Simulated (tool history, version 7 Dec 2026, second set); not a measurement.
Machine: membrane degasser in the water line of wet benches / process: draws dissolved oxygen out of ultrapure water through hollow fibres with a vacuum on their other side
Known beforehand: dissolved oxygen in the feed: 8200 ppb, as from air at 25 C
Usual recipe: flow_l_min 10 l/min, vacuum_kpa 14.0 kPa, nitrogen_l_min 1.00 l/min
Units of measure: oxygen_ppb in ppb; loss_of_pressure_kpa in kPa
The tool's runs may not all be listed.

| run | hour | flow_l_min | vacuum_kpa | nitrogen_l_min | oxygen_ppb | loss_of_pressure_kpa |
|---|---|---|---|---|---|---|
| 1 | 0.0 | 10 | 14.0 | 1.00 | 547.4 | 48.49 |
| 2 | 59.8 | 10 | 14.0 | 1.00 | 545.6 | 48.50 |
| 3 | 154.4 | 6 | 14.0 | 1.00 | 317.7 | 28.97 |
| 4 | 227.8 | 6 | 14.0 | 1.00 | 326.3 | 29.34 |
| 5 | 278.6 | 10 | 18.9 | 1.00 | 660.5 | 48.79 |
| 6 | 336.3 | 10 | 18.9 | 1.00 | 657.5 | 48.45 |
| 7 | 377.7 | 10 | 23.3 | 1.00 | 751.7 | 48.43 |
| 8 | 464.3 | 10 | 23.3 | 1.00 | 751.7 | 48.58 |
| 9 | 547.8 | 10 | 23.3 | 1.00 | 735.4 | 49.09 |
| 10 | 626.5 | 10 | 23.3 | 1.00 | 755.3 | 49.02 |
| 11 | 674.9 | 10 | 23.3 | 1.00 | 747.2 | 48.86 |
| 12 | 735.4 | 10 | 23.3 | 1.00 | 748.6 | 48.94 |
| 13 | 808.8 | 10 | 23.3 | 1.00 | 746.9 | 49.13 |
| 14 | 887.7 | 10 | 14.0 | 1.00 | 564.9 | 48.93 |
| 15 | 960.7 | 14 | 15.7 | 2.16 | 659.5 | 68.39 |
| 16 | 1001.9 | 6 | 27.3 | 1.00 | 508.6 | 29.77 |
| 17 | 1073.8 | 7 | 14.0 | 1.00 | 391.8 | 34.15 |
| 18 | 1137.7 | 7 | 17.3 | 0.56 | 595.8 | 34.46 |
| 19 | 1180.0 | 11 | 25.8 | 0.59 | 1161.4 | 54.15 |
|  | 1187.9 | vacuum gauge calibrated |
| 20 | 1235.7 | 11 | 25.8 | 0.59 | 1170.6 | 54.10 |
| 21 | 1316.2 | 11 | 25.8 | 0.59 | 1179.1 | 54.38 |
| 22 | 1392.5 | 16 | 10.8 | 0.59 | 930.0 | 78.80 |
|  | 1440.1 | vacuum gauge calibrated, once more |
| 23 | 1440.5 | 7 | 17.2 | 1.03 | 432.9 | 34.70 |
| 24 | 1482.8 | 14 | 17.2 | 1.09 | 845.8 | 68.86 |
| 25 | 1569.6 | 14 | 17.2 | 1.09 | 851.5 | 69.64 |
| 26 | 1642.5 | 14 | 17.2 | 1.09 | 842.1 | 69.18 |
| 27 | 1723.0 | 6 | 21.2 | 1.00 | 428.0 | 29.85 |

Selected run-to-run steps in oxygen_ppb, each split into two signed amounts: the part the tool would show with no hidden state at all (from settings, incoming material and random variation), and the remainder, which goes to the hidden state together with any gauge scatter not common to the measured and the hidden-state-free results:
The tool's hidden condition here consists of: membrane still open, %; true pressure behind the membrane over the reading, kPa; air that leaks in behind the membrane, l/min; drift of the gauge itself on oxygen_ppb, %; drift of the gauge itself on loss_of_pressure_kpa, %.
Run 18 -> 19: flow_l_min 7 -> 11, vacuum_kpa 17.3 -> 25.8, nitrogen_l_min 0.56 -> 0.59. oxygen_ppb +565.6 ppb: hidden state +5.0, all else +560.6.
Run 22 -> 23: flow_l_min 16 -> 7, vacuum_kpa 10.8 -> 17.2, nitrogen_l_min 0.59 -> 1.03, vacuum gauge calibrated, once more. oxygen_ppb -497.1 ppb: hidden state -12.8, all else -484.3.
Run 26 -> 27: flow_l_min 14 -> 6, vacuum_kpa 17.2 -> 21.2, nitrogen_l_min 1.09 -> 1.00. oxygen_ppb -414.1 ppb: hidden state -10.2, all else -403.9.
